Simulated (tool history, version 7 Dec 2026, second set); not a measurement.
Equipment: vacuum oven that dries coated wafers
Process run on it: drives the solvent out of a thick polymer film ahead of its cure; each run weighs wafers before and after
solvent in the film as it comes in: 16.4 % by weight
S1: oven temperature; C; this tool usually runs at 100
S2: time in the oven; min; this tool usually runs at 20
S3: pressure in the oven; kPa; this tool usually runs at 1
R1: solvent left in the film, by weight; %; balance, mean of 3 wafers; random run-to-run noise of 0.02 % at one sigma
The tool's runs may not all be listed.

run,hour,S1,S2,S3,R1
1,0,100,20,1,1.96
2,16.8,100,20,1.38,2.15
3,31.9,100,20,1.38,2.09
4,50.4,100,20,1.38,2.11
5,73,100,20,1.38,2.1
6,93,100,20,1.38,2.12
7,110.7,100,20,1,1.97
8,130.4,100,20,1,1.97
9,142.2,100,20,1,1.96
10,158.9,100,20,1,1.96
11,177.4,100,20,1.53,2.15
12,197.7,96,35,2.06,1.65
13,212.1,111,35,2.06,0.64
# hour 216.5: oven's thermocouples calibrated
14,229.6,102,19,2.06,2.09
15,255.8,102,19,2.06,2.12
# hour 264.1: oven's thermocouples calibrated, once more
16,280.4,107,19,3.49,1.9
17,294.5,99,19,3.14,3.29
18,312.4,97,20,1,2.66
19,338.4,97,20,1,2.65
20,350.2,97,19,1,2.83
21,363.3,97,19,1,2.89
22,374.9,97,19,1,2.9

Table of differences, measured result less the result of that run with no hidden state. Run-to-run variation is the same in both. Gauge scatter possibly is not:
The tool's hidden condition here consists of: true wafer temperature over the reading, C; true pressure over the reading, kPa; drift of the gauge itself on solvent_pct, %.
run,R1
1,+0.03
2,+0.03
3,+0.03
4,+0.02
5,+0.03
6,+0.03
7,+0.02
8,+0.03
9,+0.02
10,+0.02
11,+0.02
12,+0.08
13,+0.07
14,-0.03
15,-0.03
16,+0.1
17,+0.11
18,+0.12
19,+0.12
20,+0.12
21,+0.11
22,+0.12

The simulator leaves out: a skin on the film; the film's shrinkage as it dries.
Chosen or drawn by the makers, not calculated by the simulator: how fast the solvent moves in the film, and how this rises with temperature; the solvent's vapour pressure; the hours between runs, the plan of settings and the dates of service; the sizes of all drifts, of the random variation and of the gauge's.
